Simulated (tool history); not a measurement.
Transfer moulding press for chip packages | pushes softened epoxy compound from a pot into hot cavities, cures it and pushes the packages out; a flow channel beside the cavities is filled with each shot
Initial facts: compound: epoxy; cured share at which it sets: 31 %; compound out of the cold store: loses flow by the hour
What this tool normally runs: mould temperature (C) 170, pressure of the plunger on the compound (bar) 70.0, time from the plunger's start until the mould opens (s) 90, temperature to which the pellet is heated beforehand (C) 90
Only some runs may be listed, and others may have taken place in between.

| run | hour | mould temperature (C) | pressure of the plunger on the compound (bar) | time from the plunger's start until the mould opens (s) | temperature to which the pellet is heated beforehand (C) | incoming compound's hours out of the cold store | length that the compound runs in the flow channel (mm) | greatest force on the pins that push the packages out (N) |
|---|---|---|---|---|---|---|---|---|
| 1 | 0.0 | 170 | 70.0 | 90 | 90 | 37.7 | 752 | 365 |
| 2 | 9.5 | 170 | 70.0 | 90 | 90 | 30.3 | 783 | 359 |
| 3 | 14.3 | 170 | 70.0 | 90 | 90 | 9.2 | 882 | 381 |
| 4 | 20.8 | 170 | 70.0 | 90 | 90 | 44.8 | 725 | 356 |
| 5 | 29.5 | 170 | 70.0 | 90 | 90 | 11.6 | 875 | 373 |
| 6 | 40.1 | 170 | 70.0 | 90 | 90 | 23.9 | 819 | 361 |
| 7 | 49.4 | 170 | 70.0 | 90 | 81 | 12.0 | 881 | 376 |
| 8 | 55.0 | 170 | 70.0 | 90 | 81 | 42.5 | 739 | 370 |
| 9 | 60.8 | 170 | 70.0 | 90 | 84 | 40.3 | 740 | 362 |
| 10 | 66.3 | 178 | 70.0 | 90 | 90 | 30.6 | 772 | 344 |
| 11 | 73.3 | 170 | 70.0 | 90 | 90 | 20.6 | 840 | 369 |
| 12 | 78.3 | 176 | 70.0 | 90 | 90 | 42.5 | 720 | 331 |
| 13 | 87.1 | 170 | 70.0 | 90 | 90 | 40.9 | 739 | 360 |
| 14 | 95.2 | 170 | 70.0 | 90 | 90 | 26.3 | 808 | 363 |
| 15 | 105.6 | 170 | 84.6 | 90 | 93 | 9.5 | 974 | 384 |
| 16 | 114.7 | 170 | 84.6 | 90 | 93 | 28.3 | 870 | 345 |
| 17 | 120.3 | 170 | 84.6 | 90 | 93 | 27.7 | 878 | 353 |
| 18 | 126.0 | 170 | 84.6 | 90 | 93 | 40.4 | 814 | 385 |
| 19 | 131.5 | 175 | 70.0 | 90 | 87 | 20.8 | 823 | 346 |
| 20 | 136.3 | 172 | 63.6 | 101 | 84 | 46.1 | 690 | 344 |
| 21 | 148.5 | 172 | 63.6 | 101 | 84 | 16.8 | 814 | 343 |
| 22 | 157.5 | 170 | 85.8 | 83 | 90 | 47.2 | 791 | 368 |
| 23 | 166.2 | 169 | 85.8 | 83 | 81 | 8.5 | 985 | 421 |
| 24 | 174.4 | 163 | 85.8 | 82 | 84 | 46.8 | 815 | 506 |
| 25 | 179.3 | 163 | 85.8 | 82 | 84 | 25.3 | 917 | 576 |
| 26 | 186.7 | 164 | 85.8 | 82 | 98 | 37.6 | 842 | 490 |
| 27 | 195.7 | 164 | 85.8 | 82 | 98 | 31.9 | 881 | 512 |
| 28 | 205.3 | 170 | 61.9 | 121 | 92 | 11.7 | 827 | 354 |

Put back what was entered between runs (3 entries, withheld): which listed runs does each sit between, and how does the hidden state differ from the listed run before to the listed run after?
Between runs 12 and 13: cavities cleaned with cleaning compound and waxed (hour 86.5)
  grip of the stained cavities, % over clean ones': 0.7 -> 0
Between runs 20 and 21: plunger's sealing rings changed (hour 140.3)
  pressure that reaches the compound, % of what is set: 99.92 -> 100
Between runs 25 and 26: cavities cleaned with cleaning compound and waxed (hour 186.5)
  pressure that reaches the compound, % of what is set: 99.99 -> 99.98; grip of the stained cavities, % over clean ones': 0.7 -> 0
